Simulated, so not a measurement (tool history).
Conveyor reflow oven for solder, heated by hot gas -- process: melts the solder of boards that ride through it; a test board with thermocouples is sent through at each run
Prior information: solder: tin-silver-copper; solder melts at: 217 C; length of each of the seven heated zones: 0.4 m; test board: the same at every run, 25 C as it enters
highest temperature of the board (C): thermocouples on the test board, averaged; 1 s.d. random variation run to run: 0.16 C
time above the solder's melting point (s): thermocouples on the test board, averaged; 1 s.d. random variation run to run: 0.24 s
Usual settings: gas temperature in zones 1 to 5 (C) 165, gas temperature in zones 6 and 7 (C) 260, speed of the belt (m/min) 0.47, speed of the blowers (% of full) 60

run	day	gas temperature in zones 1 to 5 (C)	gas temperature in zones 6 and 7 (C)	speed of the belt (m/min)	speed of the blowers (% of full)	highest temperature of the board (C)	time above the solder's melting point (s)
1	0	165	260	0.47	60	239.8	57.1
2	2.188	165	260	0.47	60	239.7	57.3
3	5.058	165	260	0.47	60	239.7	56.6
4	7.838	165	260	0.47	60	241.6	59.9
5	10.262	165	260	0.47	60	241.4	59.5
6	12.467	165	260	0.47	60	241.5	59.5
7	15.808	165	275	0.47	60	254.3	73.8
8	19.067	165	275	0.47	60	255.1	74.5
9	22.446	165	275	0.47	60	254.8	74.7
10	25.467	165	275	0.47	60	254.5	74.6
11	27.288	165	275	0.47	60	254.5	74.5
12	30.383	165	260	0.47	60	241.2	59.3
13	32.688	165	260	0.47	60	241.9	60.6
14	35.021	170	260	0.47	60	242.1	63.9
15	36.946	170	260	0.47	60	242.2	63.4
16	38.658	165	260	0.382	60	247.3	87.1
17	41.204	168	260	0.44	60	243.4	69.2
18	43.1	165	252	0.557	70	230.3	33.6
19	45.188	165	270	0.492	89	253.3	71
20	48.946	164	270	0.472	89	254.8	76.2
21	51.971	164	264	0.472	89	249.4	70.7
22	54.083	162	255	0.557	73	232.8	36.6
23	56.071	165	266	0.465	56	244.7	63.9
24	59.471	165	248	0.465	56	228.9	38.5
25	62.467	165	248	0.465	56	229	39
26	64.092	167	258	0.468	56	237.7	55.2
27	66.167	159	260	0.447	60	240.2	59.6
28	68.962	159	260	0.447	60	242.7	62.8
29	72.146	165	260	0.529	90	244.4	57.1

The log once held 8 entries between its listed runs, left out of this copy. Where does each go, and what is different about the tool's unlogged condition between the listed run before it and the listed run after it?
Runs 3 to 4: thermocouples of zones 6 and 7 changed (day 7.375); flux residue cleaned out of gas plates and filters (day 7.838)
  heat that the gas passes to the board, % of a clean oven's: 97.8 -> 96.2; belt's true speed, % of the reading: 99.69 -> 99.64; true gas temperature in zones 6 and 7 over the reading, C: -2.96 -> -0.12
  what was measured, less what the result would be without the hidden state, highest temperature of the board (C): -2.9 -> -0.8; time above the solder's melting point (s): -4 -> -1.2
Runs 7 to 8: flux residue cleaned out of gas plates and filters, once more (day 18.188)
  heat that the gas passes to the board, % of a clean oven's: 94.7 -> 99; belt's true speed, % of the reading: 99.48 -> 99.41; true gas temperature in zones 6 and 7 over the reading, C: -0.49 -> -0.65
  what was measured, less what the result would be without the hidden state, highest temperature of the board (C): -1.4 -> -0.6; time above the solder's melting point (s): -1.3 -> -0.1
Runs 12 to 13: flux residue cleaned out of gas plates and filters (day 32.588)
  heat that the gas passes to the board, % of a clean oven's: 96.8 -> 99.7; belt's true speed, % of the reading: 99.18 -> 99.13; true gas temperature in zones 6 and 7 over the reading, C: -1.18 -> -1.27
  what was measured, less what the result would be without the hidden state, highest temperature of the board (C): -1.5 -> -0.9; time above the solder's melting point (s): -1.6 -> -0.5
Runs 17 to 18: belt drive overhauled, speed set with a stopwatch (day 41.962)
  heat that the gas passes to the board, % of a clean oven's: 98.1 -> 97.8; belt's true speed, % of the reading: 98.96 -> 99.83; true gas temperature in zones 6 and 7 over the reading, C: -1.69 -> -1.78
  what was measured, less what the result would be without the hidden state, highest temperature of the board (C): -1.6 -> -1.9; time above the solder's melting point (s): -1.3 -> -3.4
Runs 19 to 20: flux residue cleaned out of gas plates and filters (day 47.183)
  heat that the gas passes to the board, % of a clean oven's: 97.4 -> 99.4; belt's true speed, % of the reading: 99.79 -> 99.71; true gas temperature in zones 6 and 7 over the reading, C: -1.88 -> -2.03
  what was measured, less what the result would be without the hidden state, highest temperature of the board (C): -2.3 -> -1.9; time above the solder's melting point (s): -1.9 -> -1.3
Runs 24 to 25: flux residue cleaned out of gas plates and filters (day 61.671)
  heat that the gas passes to the board, % of a clean oven's: 97.5 -> 98.4; belt's true speed, % of the reading: 99.5 -> 99.44; true gas temperature in zones 6 and 7 over the reading, C: -2.56 -> -2.7
  what was measured, less what the result would be without the hidden state, highest temperature of the board (C): -2.5 -> -2.4; time above the solder's melting point (s): -5.2 -> -4.8
Runs 27 to 28: thermocouples of zones 6 and 7 changed (day 68.021)
  heat that the gas passes to the board, % of a clean oven's: 97.8 -> 97.2; belt's true speed, % of the reading: 99.36 -> 99.31; true gas temperature in zones 6 and 7 over the reading, C: -2.86 -> 0.01
  what was measured, less what the result would be without the hidden state, highest temperature of the board (C): -2.8 -> -0.3; time above the solder's melting point (s): -3.5 -> -0.2

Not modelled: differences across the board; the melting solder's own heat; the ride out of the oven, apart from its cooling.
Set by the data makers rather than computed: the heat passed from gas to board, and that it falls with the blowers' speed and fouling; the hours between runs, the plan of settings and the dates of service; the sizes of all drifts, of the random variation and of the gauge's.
